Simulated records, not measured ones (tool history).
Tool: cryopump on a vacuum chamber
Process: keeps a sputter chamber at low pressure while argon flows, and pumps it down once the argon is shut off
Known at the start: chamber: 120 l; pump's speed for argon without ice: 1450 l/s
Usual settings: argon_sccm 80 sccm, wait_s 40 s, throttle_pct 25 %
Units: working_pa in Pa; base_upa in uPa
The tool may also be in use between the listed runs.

| run | hour | argon_sccm | wait_s | throttle_pct | working_pa | base_upa |
|---|---|---|---|---|---|---|
| 1 | 0 | 80 | 40 | 25 | 0.3989 | 3.56 |
| 2 | 61 | 80 | 40 | 25 | 0.3997 | 3.7 |
| 3 | 121.9 | 80 | 40 | 25 | 0.4017 | 3.66 |
| 4 | 178.9 | 80 | 40 | 25 | 0.4051 | 3.64 |
| 5 | 222.2 | 122 | 40 | 25 | 0.6169 | 3.8 |
| 6 | 255.1 | 122 | 40 | 25 | 0.6146 | 3.84 |
| 7 | 300.9 | 80 | 40 | 27 | 0.3787 | 3.87 |
|  | 354.4 | pump warmed up, emptied and cooled again |
| 8 | 361.5 | 80 | 40 | 27 | 0.3486 | 3.36 |
|  | 373.4 | leaking fittings of the chamber tightened, without venting |
| 9 | 415.7 | 80 | 40 | 27 | 0.3468 | 1.76 |
| 10 | 470.6 | 80 | 40 | 27 | 0.3482 | 1.77 |
| 11 | 525.9 | 80 | 40 | 27 | 0.3491 | 1.84 |
| 12 | 584.7 | 80 | 40 | 25 | 0.3774 | 1.84 |
| 13 | 630.5 | 80 | 40 | 25 | 0.3776 | 1.9 |
| 14 | 677.5 | 80 | 40 | 25 | 0.3774 | 1.85 |
| 15 | 732.3 | 34 | 59 | 24 | 0.1697 | 1.42 |
| 16 | 765 | 99 | 89 | 20 | 0.5895 | 1.16 |
| 17 | 812.6 | 99 | 89 | 20 | 0.585 | 1.14 |
| 18 | 871.2 | 99 | 89 | 20 | 0.5845 | 1.14 |
| 19 | 901.7 | 99 | 89 | 20 | 0.5841 | 1.18 |
| 20 | 927.1 | 99 | 89 | 20 | 0.5927 | 1.18 |
| 21 | 960.9 | 134 | 40 | 25 | 0.6445 | 2.03 |
| 22 | 1002.4 | 46 | 40 | 25 | 0.2205 | 2.17 |
| 23 | 1054.2 | 80 | 40 | 20 | 0.4806 | 2.1 |
| 24 | 1109.7 | 38 | 80 | 22 | 0.2095 | 1.41 |
| 25 | 1136.1 | 50 | 269 | 25 | 0.2412 | 0.87 |
| 26 | 1174.6 | 50 | 269 | 25 | 0.242 | 0.89 |
| 27 | 1233.6 | 51 | 269 | 25 | 0.2467 | 0.94 |

3 ways to go on from here, each from the tool as it stands after run 27. What would each give?
| A | 1284.7 | 80 | 40 | 44 | ? | ? |
| B | 1284.7 | 53 | 77 | 29 | ? | ? |
| C | 1284.7 | 53 | 21 | 29 | ? | ? |

| run | working_pa | base_upa |
|---|---|---|
| A | 0.2274 | 2.22 |
| B | 0.2257 | 1.49 |
| C | 0.224 | 3.64 |
Without the tool's hidden state the same runs would have given:
| run | working_pa | base_upa |
|---|---|---|
| A | 0.212 | 1.72 |
| B | 0.2154 | 0.99 |
| C | 0.2138 | 3.13 |
